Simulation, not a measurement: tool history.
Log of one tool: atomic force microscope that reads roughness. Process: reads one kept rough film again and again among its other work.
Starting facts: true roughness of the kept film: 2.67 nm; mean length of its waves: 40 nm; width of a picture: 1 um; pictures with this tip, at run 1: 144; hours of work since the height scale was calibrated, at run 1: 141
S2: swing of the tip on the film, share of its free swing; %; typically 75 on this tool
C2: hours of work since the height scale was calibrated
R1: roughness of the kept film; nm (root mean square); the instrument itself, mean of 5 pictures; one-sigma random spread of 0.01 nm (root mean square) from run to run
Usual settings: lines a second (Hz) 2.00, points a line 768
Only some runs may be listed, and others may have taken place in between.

Run 1, day 0.000: usual settings; pictures with this tip 144; C2 141. Result: R1 2.268 nm (root mean square).
Run 2, day 0.592: usual settings but points a line 765; pictures with this tip 157; C2 147. Result: R1 2.284 nm (root mean square).
Run 3, day 1.608: usual settings but points a line 765; pictures with this tip 179; C2 157. Result: R1 2.291 nm (root mean square).
Run 4, day 2.133: usual settings but points a line 765; pictures with this tip 190; C2 163. Result: R1 2.283 nm (root mean square).
Run 5, day 3.208: usual settings; pictures with this tip 214; C2 174. Result: R1 2.271 nm (root mean square).
Run 6, day 4.288: usual settings; pictures with this tip 238; C2 185. Result: R1 2.270 nm (root mean square).
Run 7, day 4.821: usual settings; pictures with this tip 249; C2 190. Result: R1 2.267 nm (root mean square).
Run 8, day 5.688: usual settings; pictures with this tip 268; C2 199. Result: R1 2.285 nm (root mean square).
Run 9, day 6.421: usual settings; pictures with this tip 284; C2 206. Result: R1 2.270 nm (root mean square).
At day 7.142: new tip fitted.
Run 10, day 7.158: usual settings but points a line 861; pictures with this tip 0; C2 214. Result: R1 2.274 nm (root mean square).
Run 11, day 8.254: usual settings but lines a second (Hz) 0.57; pictures with this tip 24; C2 225. Result: R1 2.473 nm (root mean square).
Run 12, day 9.154: usual settings but S2 71 %; pictures with this tip 44; C2 234. Result: R1 2.329 nm (root mean square).
Run 13, day 10.271: usual settings but S2 71 %; pictures with this tip 68; C2 245. Result: R1 2.335 nm (root mean square).
Run 14, day 11.333: usual settings but lines a second (Hz) 2.30, points a line 381; pictures with this tip 92; C2 256. Result: R1 2.250 nm (root mean square).
Run 15, day 12.421: usual settings but lines a second (Hz) 2.30, S2 57 %, points a line 381; pictures with this tip 116; C2 267. Result: R1 2.435 nm (root mean square).

Run 16 has not been measured yet. What should we expect?
Run 16, day 13.004: usual settings but lines a second (Hz) 2.30, S2 57 %, points a line 381; pictures with this tip 128; C2 273. Result: R1 ?.

R1: 2.435 nm (root mean square)
Had the tool carried no hidden state, the very same run would have given R1 2.439 nm (root mean square).
